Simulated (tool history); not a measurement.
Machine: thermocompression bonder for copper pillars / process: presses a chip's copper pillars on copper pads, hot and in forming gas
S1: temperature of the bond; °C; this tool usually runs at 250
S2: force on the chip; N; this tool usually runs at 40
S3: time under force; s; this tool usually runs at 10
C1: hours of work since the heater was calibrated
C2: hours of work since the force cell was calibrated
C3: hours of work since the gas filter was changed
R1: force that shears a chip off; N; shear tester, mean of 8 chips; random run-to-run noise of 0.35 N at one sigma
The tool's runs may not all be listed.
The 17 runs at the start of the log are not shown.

run   hour   S1  S2  S3   C1   C2   C3    R1
 18  146.8  250  40   8  559  172   45  52.1
 19  158.2  250  40   8  565  179   52    52
 20  166.2  250  40   8  570  183   56  51.6
 21  174.6  250  40   8  575  188   61  51.1
 22  180.3  234  40   9  578  192   65  44.2
 23  186.2  234  40   5  582  195   68  35.1
 24  192.3  258  48  12  585  199   71  72.8
 25  204.3  222  27  12  592  205   78  25.7
     206.3  -- force cell calibrated
 26  212.2  250  40  20  596    3   82  66.7
 27  217.6  237  40   8  599    7   85    43
 28  228.1  265  55   8  605   13   91  75.6
 29  237.2  265  55   8  610   18   97  75.1
     239.9  -- force cell calibrated, once more
 30  247.2  236  34   8  615    4  102  35.1
 31  254.9  261  60   5  620    9  106  69.8
 32  262.1  261  60   5  624   13  110  69.2
     272.2  -- forming gas filter changed
 33  273.7  250  25  30  630   19    1  53.3
 34  279.5  239  25  10  634   23    4  30.1
 35  288.3  258  32  10  639   28    9  51.3
 36  295.8  258  32  10  643   32   14  51.1
 37  308.1  258  32  10  650   39   21  50.4
     310.8  -- heater calibrated with a thermocouple chip
 38  317.9  258  32  10    4   44   25  48.7
 39  328.9  250  51  28   10   50   32    87
 40  340.4  266  42  21   17   57   38  80.3
 41  348.5  266  42  21   22   61   43  80.9

Here are 3 independent what-if runs from the current tool condition. What would each one return?
  A  355.7  256  40  13  26  66  47   ?
  B  355.7  240  40   5  26  66  47   ?
  C  355.7  250  50  10  26  66  47   ?

run    R1
  A    63
  B  37.9
  C  67.3
Take away the tool's hidden state, keep each run's random variation, and the runs would have read:
run    R1
  A  65.3
  B  39.2
  C  69.7
